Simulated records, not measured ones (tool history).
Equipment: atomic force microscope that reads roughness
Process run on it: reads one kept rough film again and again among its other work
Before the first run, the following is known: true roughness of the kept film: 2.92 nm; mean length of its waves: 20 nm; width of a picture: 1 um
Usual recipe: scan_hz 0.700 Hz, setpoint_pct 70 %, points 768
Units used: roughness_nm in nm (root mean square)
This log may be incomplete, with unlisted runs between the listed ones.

run,hour,scan_hz,setpoint_pct,points,roughness_nm
1,0.0,0.700,70,768,2.178
# hour 5.1: new tip fitted
2,12.1,0.700,70,768,2.368
3,25.3,0.700,70,768,2.242
# hour 38.5: new tip fitted
4,39.5,0.700,70,768,2.421
5,50.6,0.700,70,399,2.292
6,60.7,0.700,74,768,2.213
# hour 71.6: new tip fitted
7,79.7,0.700,74,768,2.331
8,94.2,0.700,74,768,2.185
# hour 104.2: new tip fitted
9,106.4,0.700,70,752,2.411
10,116.1,0.700,70,768,2.319
# hour 136.2: new tip fitted
11,136.2,0.700,69,768,2.462
12,154.6,0.700,69,768,2.248
# hour 168.6: new tip fitted
13,172.2,0.700,69,768,2.387
14,191.8,0.700,69,768,2.174
# hour 200.7: new tip fitted
15,205.9,2.911,67,740,2.198
16,222.7,1.559,78,559,2.024
# hour 224.9: height scale calibrated on a step standard
17,232.2,0.700,57,298,2.131
# hour 234.4: new tip fitted
18,243.4,1.326,70,932,2.282
19,260.6,3.303,63,260,1.978
# hour 267.2: new tip fitted
20,280.6,1.494,83,494,2.083
21,295.2,3.253,87,452,1.627
# hour 300.9: height scale calibrated on a step standard, once more
# hour 301.4: new tip fitted
22,305.3,0.700,66,768,2.433
23,322.5,1.529,63,1004,2.192
# hour 334.2: new tip fitted
24,337.1,1.529,63,1004,2.410
25,347.2,0.982,63,261,2.255
26,365.3,2.527,70,417,1.938
# hour 367.5: new tip fitted
27,376.3,2.527,70,417,2.119
28,393.6,3.104,63,570,2.035

Branching from run 28: 4 alternative next runs. What would each branch give?
# hour 400.7: new tip fitted
A,413.7,0.700,59,768,?
# hour 400.7: new tip fitted
B,413.7,0.700,70,339,?
# hour 400.7: new tip fitted
C,413.7,0.700,61,768,?
# hour 400.7: new tip fitted
D,413.7,0.549,67,530,?

run,roughness_nm
A,2.343
B,2.249
C,2.353
D,2.328
Stripped of hidden state, with their random variation kept, the same runs would have yielded:
run,roughness_nm
A,2.492
B,2.392
C,2.502
D,2.476

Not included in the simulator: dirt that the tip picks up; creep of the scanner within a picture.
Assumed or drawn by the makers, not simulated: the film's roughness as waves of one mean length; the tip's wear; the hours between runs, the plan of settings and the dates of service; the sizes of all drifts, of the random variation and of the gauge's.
